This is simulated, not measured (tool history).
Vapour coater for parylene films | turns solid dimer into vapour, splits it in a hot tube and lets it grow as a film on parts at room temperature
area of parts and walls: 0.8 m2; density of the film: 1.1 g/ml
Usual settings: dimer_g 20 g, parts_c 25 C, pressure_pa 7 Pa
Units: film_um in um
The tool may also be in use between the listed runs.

{"run": 1, "hour": 0.0, "dimer_g": 20, "parts_c": 25, "pressure_pa": 7, "film_um": 12.79}
{"run": 2, "hour": 19.6, "dimer_g": 20, "parts_c": 25, "pressure_pa": 7, "film_um": 12.68}
{"run": 3, "hour": 36.4, "dimer_g": 20, "parts_c": 25, "pressure_pa": 7, "film_um": 12.71}
{"run": 4, "hour": 55.4, "dimer_g": 20, "parts_c": 25, "pressure_pa": 7, "film_um": 12.82}
{"run": 5, "hour": 70.0, "dimer_g": 20, "parts_c": 34, "pressure_pa": 7, "film_um": 10.06}
{"run": 6, "hour": 83.6, "dimer_g": 20, "parts_c": 34, "pressure_pa": 7, "film_um": 10.01}
{"run": 7, "hour": 102.3, "dimer_g": 20, "parts_c": 34, "pressure_pa": 7, "film_um": 10.11}
{"run": 8, "hour": 121.2, "dimer_g": 20, "parts_c": 25, "pressure_pa": 7, "film_um": 12.76}
{"run": 9, "hour": 145.2, "dimer_g": 20, "parts_c": 25, "pressure_pa": 7, "film_um": 12.57}
{"run": 10, "hour": 171.1, "dimer_g": 20, "parts_c": 25, "pressure_pa": 7, "film_um": 12.62}
{"run": 11, "hour": 197.9, "dimer_g": 20, "parts_c": 25, "pressure_pa": 7, "film_um": 12.62}
{"run": 12, "hour": 229.1, "dimer_g": 20, "parts_c": 25, "pressure_pa": 7, "film_um": 12.45}
{"run": 13, "hour": 247.0, "dimer_g": 20, "parts_c": 25, "pressure_pa": 7, "film_um": 12.45}
{"run": 14, "hour": 262.9, "dimer_g": 20, "parts_c": 25, "pressure_pa": 7, "film_um": 12.46}
{"run": 15, "hour": 284.3, "dimer_g": 24, "parts_c": 25, "pressure_pa": 7, "film_um": 14.89}
{"run": 16, "hour": 302.4, "dimer_g": 24, "parts_c": 25, "pressure_pa": 7, "film_um": 15.13}
{"run": 17, "hour": 324.3, "dimer_g": 15, "parts_c": 25, "pressure_pa": 7, "film_um": 9.25}
{"run": 18, "hour": 345.9, "dimer_g": 15, "parts_c": 25, "pressure_pa": 7, "film_um": 9.36}
{"run": 19, "hour": 372.4, "dimer_g": 15, "parts_c": 25, "pressure_pa": 7, "film_um": 9.31}
{"run": 20, "hour": 388.6, "dimer_g": 15, "parts_c": 25, "pressure_pa": 7, "film_um": 9.37}
{"run": 21, "hour": 405.4, "dimer_g": 20, "parts_c": 27, "pressure_pa": 7, "film_um": 11.63}
{"run": 22, "hour": 429.1, "dimer_g": 20, "parts_c": 25, "pressure_pa": 4, "film_um": 13.45}
{"run": 23, "hour": 443.4, "dimer_g": 16, "parts_c": 30, "pressure_pa": 4.61, "film_um": 9.19}
{"run": 24, "hour": 467.5, "dimer_g": 13, "parts_c": 25, "pressure_pa": 7, "film_um": 8.03}
{"run": 25, "hour": 485.1, "dimer_g": 13, "parts_c": 25, "pressure_pa": 7, "film_um": 8}
{"run": 26, "hour": 515.8, "dimer_g": 28, "parts_c": 30, "pressure_pa": 7, "film_um": 15.12}
{"run": 27, "hour": 547.1, "dimer_g": 29, "parts_c": 25, "pressure_pa": 4.51, "film_um": 18.76}
{"run": 28, "hour": 566.4, "dimer_g": 27, "parts_c": 24, "pressure_pa": 7, "film_um": 16.89}
{"run": 29, "hour": 584.9, "dimer_g": 27, "parts_c": 24, "pressure_pa": 2.15, "film_um": 20.43}
{"run": 30, "hour": 612.9, "dimer_g": 27, "parts_c": 24, "pressure_pa": 2.15, "film_um": 20.26}
{"run": 31, "hour": 637.6, "dimer_g": 27, "parts_c": 24, "pressure_pa": 2.15, "film_um": 20.16}
{"hour": 650.0, "done": "trap's valve overhauled"}
{"run": 32, "hour": 666.0, "dimer_g": 20, "parts_c": 25, "pressure_pa": 7, "film_um": 12.8}
{"run": 33, "hour": 679.6, "dimer_g": 20, "parts_c": 25, "pressure_pa": 7, "film_um": 13.05}
{"run": 34, "hour": 697.7, "dimer_g": 11, "parts_c": 25, "pressure_pa": 7, "film_um": 7.09}
{"run": 35, "hour": 722.0, "dimer_g": 11, "parts_c": 25, "pressure_pa": 7, "film_um": 6.97}
{"run": 36, "hour": 738.5, "dimer_g": 11, "parts_c": 25, "pressure_pa": 7, "film_um": 7.03}
{"run": 37, "hour": 757.0, "dimer_g": 11, "parts_c": 25, "pressure_pa": 7, "film_um": 7.02}
{"run": 38, "hour": 778.2, "dimer_g": 9, "parts_c": 19, "pressure_pa": 7, "film_um": 6.65}
{"run": 39, "hour": 793.2, "dimer_g": 17, "parts_c": 28, "pressure_pa": 7, "film_um": 10.03}
{"run": 40, "hour": 807.6, "dimer_g": 14, "parts_c": 30, "pressure_pa": 2.73, "film_um": 9.04}
{"run": 41, "hour": 824.1, "dimer_g": 14, "parts_c": 30, "pressure_pa": 2.73, "film_um": 9.05}
{"run": 42, "hour": 854.0, "dimer_g": 14, "parts_c": 30, "pressure_pa": 2.73, "film_um": 8.94}
{"run": 43, "hour": 869.2, "dimer_g": 18, "parts_c": 18, "pressure_pa": 2.7, "film_um": 15.64}
{"run": 44, "hour": 896.1, "dimer_g": 10, "parts_c": 29, "pressure_pa": 2.7, "film_um": 6.64}

Some steps in film_um between neighbouring runs. How much of each would the tool show without its hidden state too (settings, what came in, random variation), and how much is left for the hidden state, with any gauge scatter that isn't in both results?
The hidden state here: vapour lost through the trap's worn valve, %; true temperature of the parts over the reading, C; drift of the gauge itself on film_um, %.
Run 25 -> 26: dimer_g 13 -> 28, parts_c 25 -> 30. film_um +7.12 um: hidden state -0.56, all else +7.68.
Run 26 -> 27: dimer_g 28 -> 29, parts_c 30 -> 25, pressure_pa 7 -> 4.51. film_um +3.64 um: hidden state -0.35, all else +3.99.
Run 31 -> 32: dimer_g 27 -> 20, parts_c 24 -> 25, pressure_pa 2.15 -> 7, trap's valve overhauled. film_um -7.36 um: hidden state +1.54, all else -8.9.
Run 43 -> 44: dimer_g 18 -> 10, parts_c 18 -> 29. film_um -9 um: hidden state +0.33, all else -9.33.

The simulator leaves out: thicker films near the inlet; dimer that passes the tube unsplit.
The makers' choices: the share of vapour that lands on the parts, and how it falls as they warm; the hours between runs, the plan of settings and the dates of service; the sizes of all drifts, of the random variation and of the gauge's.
